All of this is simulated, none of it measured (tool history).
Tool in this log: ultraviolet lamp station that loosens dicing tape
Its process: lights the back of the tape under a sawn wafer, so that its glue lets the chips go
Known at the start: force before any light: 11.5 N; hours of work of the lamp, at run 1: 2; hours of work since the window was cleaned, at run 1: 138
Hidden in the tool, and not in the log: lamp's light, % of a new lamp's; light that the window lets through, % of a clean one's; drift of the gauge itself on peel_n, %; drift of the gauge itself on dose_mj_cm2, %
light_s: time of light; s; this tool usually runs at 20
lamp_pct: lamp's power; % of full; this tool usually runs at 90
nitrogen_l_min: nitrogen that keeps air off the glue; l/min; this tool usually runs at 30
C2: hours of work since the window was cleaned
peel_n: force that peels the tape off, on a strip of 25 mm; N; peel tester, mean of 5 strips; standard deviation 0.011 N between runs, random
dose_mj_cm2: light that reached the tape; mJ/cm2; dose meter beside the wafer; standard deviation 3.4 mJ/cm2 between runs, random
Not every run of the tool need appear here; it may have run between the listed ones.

run 1 hour=0.0 | light_s=20 lamp_pct=90 nitrogen_l_min=30 | hours_of_work_of_the_lamp=2 C2=138 | peel_n=0.455 dose_mj_cm2=559
run 2 hour=9.0 | light_s=20 lamp_pct=90 nitrogen_l_min=30 | hours_of_work_of_the_lamp=6 C2=143 | peel_n=0.466 dose_mj_cm2=559
run 3 hour=21.1 | light_s=20 lamp_pct=90 nitrogen_l_min=30 | hours_of_work_of_the_lamp=12 C2=148 | peel_n=0.492 dose_mj_cm2=564
run 4 hour=37.3 | light_s=20 lamp_pct=83 nitrogen_l_min=30 | hours_of_work_of_the_lamp=20 C2=156 | peel_n=0.548 dose_mj_cm2=517
run 5 hour=54.1 | light_s=20 lamp_pct=90 nitrogen_l_min=30 | hours_of_work_of_the_lamp=28 C2=165 | peel_n=0.472 dose_mj_cm2=561
run 6 hour=70.7 | light_s=20 lamp_pct=90 nitrogen_l_min=30 | hours_of_work_of_the_lamp=36 C2=173 | peel_n=0.469 dose_mj_cm2=561
run 7 hour=88.9 | light_s=20 lamp_pct=90 nitrogen_l_min=24 | hours_of_work_of_the_lamp=45 C2=182 | peel_n=0.561 dose_mj_cm2=561
run 8 hour=100.5 | light_s=20 lamp_pct=61 nitrogen_l_min=30 | hours_of_work_of_the_lamp=51 C2=188 | peel_n=1.102 dose_mj_cm2=383
run 9 hour=114.0 | light_s=26 lamp_pct=90 nitrogen_l_min=30 | hours_of_work_of_the_lamp=58 C2=194 | peel_n=0.281 dose_mj_cm2=724
run 10 hour=125.9 | light_s=20 lamp_pct=90 nitrogen_l_min=46 | hours_of_work_of_the_lamp=64 C2=200 | peel_n=0.366 dose_mj_cm2=566
run 11 hour=135.0 | light_s=20 lamp_pct=90 nitrogen_l_min=30 | hours_of_work_of_the_lamp=68 C2=205 | peel_n=0.468 dose_mj_cm2=566
run 12 hour=152.6 | light_s=20 lamp_pct=90 nitrogen_l_min=30 | hours_of_work_of_the_lamp=77 C2=213 | peel_n=0.465 dose_mj_cm2=563
run 13 hour=164.6 | light_s=20 lamp_pct=90 nitrogen_l_min=30 | hours_of_work_of_the_lamp=83 C2=219 | peel_n=0.479 dose_mj_cm2=562
run 14 hour=179.3 | light_s=20 lamp_pct=90 nitrogen_l_min=30 | hours_of_work_of_the_lamp=90 C2=227 | peel_n=0.472 dose_mj_cm2=560
run 15 hour=188.5 | light_s=20 lamp_pct=90 nitrogen_l_min=30 | hours_of_work_of_the_lamp=95 C2=231 | peel_n=0.468 dose_mj_cm2=565
run 16 hour=198.2 | light_s=20 lamp_pct=90 nitrogen_l_min=30 | hours_of_work_of_the_lamp=99 C2=236 | peel_n=0.481 dose_mj_cm2=555
run 17 hour=206.8 | light_s=20 lamp_pct=90 nitrogen_l_min=30 | hours_of_work_of_the_lamp=104 C2=240 | peel_n=0.461 dose_mj_cm2=557
run 18 hour=218.5 | light_s=20 lamp_pct=90 nitrogen_l_min=30 | hours_of_work_of_the_lamp=109 C2=246 | peel_n=0.469 dose_mj_cm2=557
run 19 hour=235.0 | light_s=20 lamp_pct=90 nitrogen_l_min=15 | hours_of_work_of_the_lamp=118 C2=254 | peel_n=0.741 dose_mj_cm2=558
run 20 hour=251.0 | light_s=20 lamp_pct=90 nitrogen_l_min=15 | hours_of_work_of_the_lamp=125 C2=262 | peel_n=0.747 dose_mj_cm2=561
run 21 hour=259.6 | light_s=20 lamp_pct=90 nitrogen_l_min=15 | hours_of_work_of_the_lamp=130 C2=266 | peel_n=0.739 dose_mj_cm2=557
run 22 hour=276.6 | light_s=20 lamp_pct=72 nitrogen_l_min=16 | hours_of_work_of_the_lamp=138 C2=275 | peel_n=1.165 dose_mj_cm2=450
run 23 hour=292.4 | light_s=20 lamp_pct=79 nitrogen_l_min=24 | hours_of_work_of_the_lamp=146 C2=282 | peel_n=0.759 dose_mj_cm2=492
run 24 hour=302.5 | light_s=20 lamp_pct=79 nitrogen_l_min=24 | hours_of_work_of_the_lamp=151 C2=287 | peel_n=0.718 dose_mj_cm2=486
run 25 hour=313.3 | light_s=39 lamp_pct=89 nitrogen_l_min=54 | hours_of_work_of_the_lamp=156 C2=293 | peel_n=0.189 dose_mj_cm2=1082
run 26 hour=325.5 | light_s=39 lamp_pct=61 nitrogen_l_min=15 | hours_of_work_of_the_lamp=162 C2=299 | peel_n=0.395 dose_mj_cm2=739
run 27 hour=340.7 | light_s=17 lamp_pct=91 nitrogen_l_min=14 | hours_of_work_of_the_lamp=170 C2=306 | peel_n=1.093 dose_mj_cm2=482
run 28 hour=356.9 | light_s=17 lamp_pct=91 nitrogen_l_min=14 | hours_of_work_of_the_lamp=178 C2=314 | peel_n=1.101 dose_mj_cm2=482
run 29 hour=368.8 | light_s=33 lamp_pct=92 nitrogen_l_min=30 | hours_of_work_of_the_lamp=184 C2=320 | peel_n=0.212 dose_mj_cm2=946
run 30 hour=384.0 | light_s=33 lamp_pct=92 nitrogen_l_min=30 | hours_of_work_of_the_lamp=191 C2=328 | peel_n=0.213 dose_mj_cm2=935

What will run 31 give?
-- hour=393.4 window cleaned of glue's vapour
run 31 hour=401.2 | light_s=33 lamp_pct=92 nitrogen_l_min=30 | hours_of_work_of_the_lamp=199 C2=4 | peel_n=? dose_mj_cm2=?

{"run 31": {"peel_n": 0.205, "dose_mj_cm2": 944}}
Without the tool's hidden state the same run would have given peel_n 0.205 N, dose_mj_cm2 945 mJ/cm2.

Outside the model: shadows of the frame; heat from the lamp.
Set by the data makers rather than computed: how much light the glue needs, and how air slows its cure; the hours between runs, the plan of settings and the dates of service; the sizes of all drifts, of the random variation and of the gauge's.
